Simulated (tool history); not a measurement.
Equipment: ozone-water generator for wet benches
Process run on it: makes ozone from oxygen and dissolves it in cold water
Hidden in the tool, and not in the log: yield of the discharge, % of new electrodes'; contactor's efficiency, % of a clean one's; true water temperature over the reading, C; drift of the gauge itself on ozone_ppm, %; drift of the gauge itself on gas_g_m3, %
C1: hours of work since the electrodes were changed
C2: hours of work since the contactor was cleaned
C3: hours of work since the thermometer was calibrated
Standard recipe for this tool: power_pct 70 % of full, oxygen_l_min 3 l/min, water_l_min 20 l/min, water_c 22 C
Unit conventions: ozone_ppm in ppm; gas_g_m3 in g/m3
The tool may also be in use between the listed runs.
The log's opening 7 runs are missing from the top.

Run 8, hour 199.2: usual settings but power_pct 92 % of full, water_l_min 13 l/min; C1 1152; C2 5401; C3 5054. Result: ozone_ppm 18.3 ppm, gas_g_m3 212.7 g/m3.
Run 9, hour 218.6: usual settings but power_pct 92 % of full, water_l_min 13 l/min; C1 1171; C2 5420; C3 5073. Result: ozone_ppm 18.4 ppm, gas_g_m3 213.7 g/m3.
Run 10, hour 251.6: usual settings but water_c 18 C; C1 1202; C2 5451; C3 5104. Result: ozone_ppm 11.9 ppm, gas_g_m3 187.1 g/m3.
Run 11, hour 276.8: usual settings but water_c 18 C; C1 1226; C2 5475; C3 5128. Result: ozone_ppm 12.1 ppm, gas_g_m3 186.7 g/m3.
Run 12, hour 306.8: usual settings but water_c 18 C; C1 1255; C2 5504; C3 5157. Result: ozone_ppm 11.6 ppm, gas_g_m3 186.3 g/m3.
Run 13, hour 329.4: usual settings but oxygen_l_min 2.04 l/min, water_c 18 C; C1 1276; C2 5525; C3 5178. Result: ozone_ppm 11.7 ppm, gas_g_m3 244.6 g/m3.
Run 14, hour 348.7: usual settings but oxygen_l_min 2.04 l/min, water_c 18 C; C1 1295; C2 5543; C3 5197. Result: ozone_ppm 11.6 ppm, gas_g_m3 244.1 g/m3.
Run 15, hour 371.8: usual settings but oxygen_l_min 2.04 l/min, water_c 18 C; C1 1317; C2 5565; C3 5219. Result: ozone_ppm 11.7 ppm, gas_g_m3 244.7 g/m3.
Run 16, hour 386.6: usual settings but oxygen_l_min 2.04 l/min, water_c 18 C; C1 1331; C2 5579; C3 5233. Result: ozone_ppm 11.7 ppm, gas_g_m3 245.2 g/m3.
Run 17, hour 418.9: usual settings; C1 1361; C2 5610; C3 5263. Result: ozone_ppm 11.2 ppm, gas_g_m3 187.6 g/m3.
Run 18, hour 452.7: usual settings but oxygen_l_min 4.14 l/min, water_l_min 25 l/min, water_c 26 C; C1 1394; C2 5642; C3 5295. Result: ozone_ppm 8.7 ppm, gas_g_m3 150.2 g/m3.
Run 19, hour 482.7: usual settings but power_pct 62 % of full, oxygen_l_min 2.94 l/min, water_l_min 31 l/min, water_c 17 C; C1 1422; C2 5671; C3 5324. Result: ozone_ppm 7.3 ppm, gas_g_m3 179.9 g/m3.
Run 20, hour 509.7: usual settings but power_pct 62 % of full, oxygen_l_min 3.84 l/min, water_l_min 16 l/min, water_c 17 C; C1 1448; C2 5697; C3 5350. Result: ozone_ppm 13 ppm, gas_g_m3 150.2 g/m3.
Run 21, hour 534.9: usual settings but power_pct 62 % of full, oxygen_l_min 3.84 l/min, water_l_min 16 l/min, water_c 17 C; C1 1472; C2 5721; C3 5374. Result: ozone_ppm 13.2 ppm, gas_g_m3 149.8 g/m3.
At hour 537.3: water thermometer calibrated.
Run 22, hour 553.5: usual settings but power_pct 62 % of full, oxygen_l_min 3.84 l/min, water_l_min 16 l/min, water_c 25 C; C1 1489; C2 5738; C3 15. Result: ozone_ppm 11.8 ppm, gas_g_m3 148.8 g/m3.
Run 23, hour 579.3: usual settings but power_pct 62 % of full, oxygen_l_min 1.73 l/min, water_l_min 16 l/min, water_c 16 C; C1 1514; C2 5762; C3 40. Result: ozone_ppm 13.7 ppm, gas_g_m3 261.2 g/m3.
Run 24, hour 595.3: usual settings but power_pct 62 % of full, oxygen_l_min 1.73 l/min, water_l_min 16 l/min, water_c 16 C; C1 1529; C2 5778; C3 55. Result: ozone_ppm 13.6 ppm, gas_g_m3 260.6 g/m3.
Run 25, hour 621.5: usual settings but power_pct 54 % of full, oxygen_l_min 1.73 l/min, water_l_min 15 l/min, water_c 16 C; C1 1554; C2 5802; C3 80. Result: ozone_ppm 13.2 ppm, gas_g_m3 244.4 g/m3.
Run 26, hour 636.5: usual settings but power_pct 54 % of full, oxygen_l_min 1.73 l/min, water_l_min 15 l/min, water_c 16 C; C1 1568; C2 5817; C3 94. Result: ozone_ppm 13.5 ppm, gas_g_m3 243.2 g/m3.
Run 27, hour 652.8: usual settings but power_pct 54 % of full, oxygen_l_min 2.67 l/min, water_l_min 13 l/min, water_c 16 C; C1 1584; C2 5832; C3 110. Result: ozone_ppm 15.2 ppm, gas_g_m3 180.5 g/m3.
Run 28, hour 677.6: usual settings but power_pct 54 % of full, oxygen_l_min 2.67 l/min, water_l_min 13 l/min, water_c 16 C; C1 1607; C2 5856; C3 134. Result: ozone_ppm 15 ppm, gas_g_m3 181 g/m3.
Run 29, hour 700.4: usual settings but power_pct 54 % of full, oxygen_l_min 2.67 l/min, water_l_min 13 l/min, water_c 16 C; C1 1629; C2 5878; C3 155. Result: ozone_ppm 15.4 ppm, gas_g_m3 180 g/m3.
Run 30, hour 719.9: usual settings but power_pct 54 % of full, oxygen_l_min 2.67 l/min, water_l_min 13 l/min, water_c 16 C; C1 1647; C2 5896; C3 174. Result: ozone_ppm 15.1 ppm, gas_g_m3 181.5 g/m3.
Run 31, hour 741.3: usual settings but power_pct 54 % of full, oxygen_l_min 2.12 l/min, water_l_min 14 l/min, water_c 16 C; C1 1668; C2 5916; C3 194. Result: ozone_ppm 14.5 ppm, gas_g_m3 211.1 g/m3.
At hour 758.5: gauge calibrated.
Run 32, hour 774.1: usual settings but water_c 29 C; C1 1699; C2 5948; C3 225. Result: ozone_ppm 10.4 ppm, gas_g_m3 186 g/m3.

Run 33 comes next. What will it give?
Run 33, hour 795: usual settings but power_pct 46 % of full, water_l_min 14 l/min, water_c 24 C; C1 1719; C2 5968; C3 245. Result: ozone_ppm ?, gas_g_m3 ?.

Logged for run 33: ozone_ppm 12.1 ppm, gas_g_m3 148.9 g/m3.
Without the tool's hidden state the same run would have given ozone_ppm 12.1 ppm, gas_g_m3 148.7 g/m3.
